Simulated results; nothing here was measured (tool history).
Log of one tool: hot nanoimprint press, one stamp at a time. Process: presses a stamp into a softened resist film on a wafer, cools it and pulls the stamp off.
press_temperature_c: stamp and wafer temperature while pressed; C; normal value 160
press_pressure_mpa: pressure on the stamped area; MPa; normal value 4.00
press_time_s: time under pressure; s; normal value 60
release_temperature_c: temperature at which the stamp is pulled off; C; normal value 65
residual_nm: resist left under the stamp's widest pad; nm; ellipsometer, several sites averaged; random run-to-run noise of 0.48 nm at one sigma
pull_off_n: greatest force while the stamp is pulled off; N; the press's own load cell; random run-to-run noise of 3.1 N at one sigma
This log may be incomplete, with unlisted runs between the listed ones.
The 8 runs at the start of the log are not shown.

run,day,press_temperature_c,press_pressure_mpa,press_time_s,release_temperature_c,hours of work since the thermocouple was calibrated,imprints on the stamp's release coat,hours of work since the press's seals were changed,residual_nm,pull_off_n
9,7.067,160,4.00,60,65,403,180,468,99.5,195
10,8.129,160,4.00,60,65,415,259,479,98.1,206
11,9.179,160,4.00,60,65,426,337,491,98.5,207
12,9.912,153,4.00,60,65,434,391,499,135.8,208
13,10.508,153,4.00,60,65,441,436,506,137.8,206
14,11.508,160,4.00,60,65,452,509,517,99.4,208
# day 11.729: plate thermocouple calibrated
15,12.350,160,4.00,60,65,7,563,525,100.3,211
16,13.150,160,4.00,60,65,16,622,533,100.4,219
17,14.104,160,5.01,117,65,26,693,544,69.9,221
18,14.571,153,4.00,60,65,31,727,549,138.7,230
# day 14.929: plate thermocouple calibrated, once more
19,15.646,153,4.00,60,65,8,798,560,131.7,222
20,16.154,160,5.01,60,67,14,836,565,85.9,215
21,16.854,160,4.46,32,65,21,888,573,114.3,214
22,17.612,160,4.46,32,65,30,944,581,114.8,226
23,18.479,152,6.15,112,65,39,1008,591,99.3,229
24,19.038,152,3.30,87,54,45,1050,597,130.9,274
25,19.825,167,3.54,117,72,54,1108,606,52.0,207
26,20.396,167,3.54,117,72,60,1150,612,52.5,207
27,20.946,151,2.77,97,53,66,1191,618,140.3,283

Run 28, settings as shown, results not yet in. Your forecast:
28,21.800,156,2.86,110,60,76,1254,628,?,?

Run 28 produced residual_nm 107.1 nm, pull_off_n 256 N.
If the tool had no hidden condition, the same run with the same run-to-run variation would have returned residual_nm 103.4 nm, pull_off_n 201 N.

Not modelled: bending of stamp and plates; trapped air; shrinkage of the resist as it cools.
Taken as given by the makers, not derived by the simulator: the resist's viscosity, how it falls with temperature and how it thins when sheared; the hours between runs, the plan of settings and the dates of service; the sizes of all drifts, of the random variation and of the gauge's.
